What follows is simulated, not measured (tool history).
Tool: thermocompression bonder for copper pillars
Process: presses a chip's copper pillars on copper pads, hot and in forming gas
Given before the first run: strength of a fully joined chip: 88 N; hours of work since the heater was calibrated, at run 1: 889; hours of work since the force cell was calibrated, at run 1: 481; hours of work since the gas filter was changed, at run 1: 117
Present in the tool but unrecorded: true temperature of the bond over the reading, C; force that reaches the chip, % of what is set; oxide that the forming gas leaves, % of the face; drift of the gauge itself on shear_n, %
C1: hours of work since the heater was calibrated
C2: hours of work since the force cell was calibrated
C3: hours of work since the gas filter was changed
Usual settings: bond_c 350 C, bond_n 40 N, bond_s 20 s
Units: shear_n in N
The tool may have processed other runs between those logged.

run 1 day=0.000 | bond_c=350 bond_n=40 bond_s=20 | C1=889 C2=481 C3=117 | shear_n=60.2
run 2 day=0.712 | bond_c=350 bond_n=40 bond_s=17 | C1=900 C2=493 C3=128 | shear_n=59.6
run 3 day=1.662 | bond_c=350 bond_n=40 bond_s=17 | C1=915 C2=508 C3=143 | shear_n=58.8
run 4 day=2.475 | bond_c=350 bond_n=40 bond_s=17 | C1=928 C2=521 C3=156 | shear_n=57.3
run 5 day=2.946 | bond_c=350 bond_n=40 bond_s=17 | C1=935 C2=528 C3=163 | shear_n=58.7
run 6 day=3.629 | bond_c=350 bond_n=40 bond_s=17 | C1=946 C2=539 C3=174 | shear_n=58.2
run 7 day=4.683 | bond_c=350 bond_n=40 bond_s=13 | C1=963 C2=556 C3=191 | shear_n=53.2
run 8 day=5.425 | bond_c=350 bond_n=40 bond_s=13 | C1=975 C2=568 C3=203 | shear_n=52.9
run 9 day=5.983 | bond_c=339 bond_n=40 bond_s=13 | C1=984 C2=577 C3=212 | shear_n=49.7
run 10 day=6.662 | bond_c=350 bond_n=40 bond_s=54 | C1=994 C2=587 C3=222 | shear_n=71.3
run 11 day=7.692 | bond_c=350 bond_n=40 bond_s=18 | C1=1011 C2=604 C3=239 | shear_n=57.7
run 12 day=8.192 | bond_c=350 bond_n=40 bond_s=18 | C1=1019 C2=612 C3=247 | shear_n=58.0
run 13 day=8.771 | bond_c=350 bond_n=40 bond_s=18 | C1=1028 C2=621 C3=256 | shear_n=57.6
run 14 day=9.358 | bond_c=350 bond_n=40 bond_s=18 | C1=1037 C2=630 C3=265 | shear_n=56.6
run 15 day=10.083 | bond_c=364 bond_n=40 bond_s=20 | C1=1049 C2=642 C3=277 | shear_n=62.4
-- day=10.471 forming gas filter changed
run 16 day=10.825 | bond_c=350 bond_n=40 bond_s=20 | C1=1060 C2=653 C3=6 | shear_n=65.2
run 17 day=11.638 | bond_c=350 bond_n=40 bond_s=20 | C1=1073 C2=666 C3=19 | shear_n=65.6
run 18 day=12.725 | bond_c=350 bond_n=40 bond_s=20 | C1=1090 C2=683 C3=36 | shear_n=64.7
run 19 day=13.829 | bond_c=350 bond_n=40 bond_s=20 | C1=1108 C2=701 C3=53 | shear_n=63.6
run 20 day=14.554 | bond_c=350 bond_n=58 bond_s=20 | C1=1120 C2=712 C3=65 | shear_n=71.5
run 21 day=15.296 | bond_c=341 bond_n=45 bond_s=20 | C1=1131 C2=724 C3=77 | shear_n=63.1
run 22 day=16.321 | bond_c=328 bond_n=54 bond_s=21 | C1=1148 C2=741 C3=93 | shear_n=62.3
run 23 day=17.238 | bond_c=328 bond_n=54 bond_s=21 | C1=1162 C2=755 C3=108 | shear_n=62.6
run 24 day=18.138 | bond_c=328 bond_n=54 bond_s=21 | C1=1177 C2=769 C3=122 | shear_n=63.4
run 25 day=18.871 | bond_c=326 bond_n=29 bond_s=12 | C1=1188 C2=781 C3=134 | shear_n=38.9
run 26 day=19.671 | bond_c=369 bond_n=41 bond_s=20 | C1=1201 C2=794 C3=146 | shear_n=67.2
run 27 day=20.650 | bond_c=379 bond_n=51 bond_s=17 | C1=1216 C2=809 C3=162 | shear_n=71.7
run 28 day=21.642 | bond_c=350 bond_n=25 bond_s=14 | C1=1232 C2=825 C3=178 | shear_n=45.4
run 29 day=22.404 | bond_c=350 bond_n=25 bond_s=14 | C1=1244 C2=837 C3=190 | shear_n=45.7
run 30 day=23.312 | bond_c=353 bond_n=28 bond_s=37 | C1=1259 C2=852 C3=204 | shear_n=62.7
run 31 day=24.108 | bond_c=364 bond_n=43 bond_s=20 | C1=1271 C2=864 C3=217 | shear_n=66.6
run 32 day=25.092 | bond_c=341 bond_n=40 bond_s=19 | C1=1287 C2=880 C3=232 | shear_n=56.3
run 33 day=25.875 | bond_c=341 bond_n=40 bond_s=19 | C1=1300 C2=892 C3=245 | shear_n=56.6
run 34 day=26.583 | bond_c=350 bond_n=36 bond_s=12 | C1=1311 C2=904 C3=256 | shear_n=50.5
run 35 day=27.338 | bond_c=350 bond_n=46 bond_s=16 | C1=1323 C2=916 C3=268 | shear_n=59.5
run 36 day=27.896 | bond_c=363 bond_n=60 bond_s=16 | C1=1332 C2=925 C3=277 | shear_n=67.2
-- day=28.262 forming gas filter changed
run 37 day=28.946 | bond_c=331 bond_n=44 bond_s=12 | C1=1348 C2=941 C3=11 | shear_n=53.5

What does the tool deliver on the next run?
run 38 day=29.667 | bond_c=350 bond_n=40 bond_s=22 | C1=1359 C2=952 C3=22 | shear_n=?

shear_n: 65.9 N
With the hidden condition absent and the run-to-run variation left alone, this run would have shown shear_n 63.3 N.
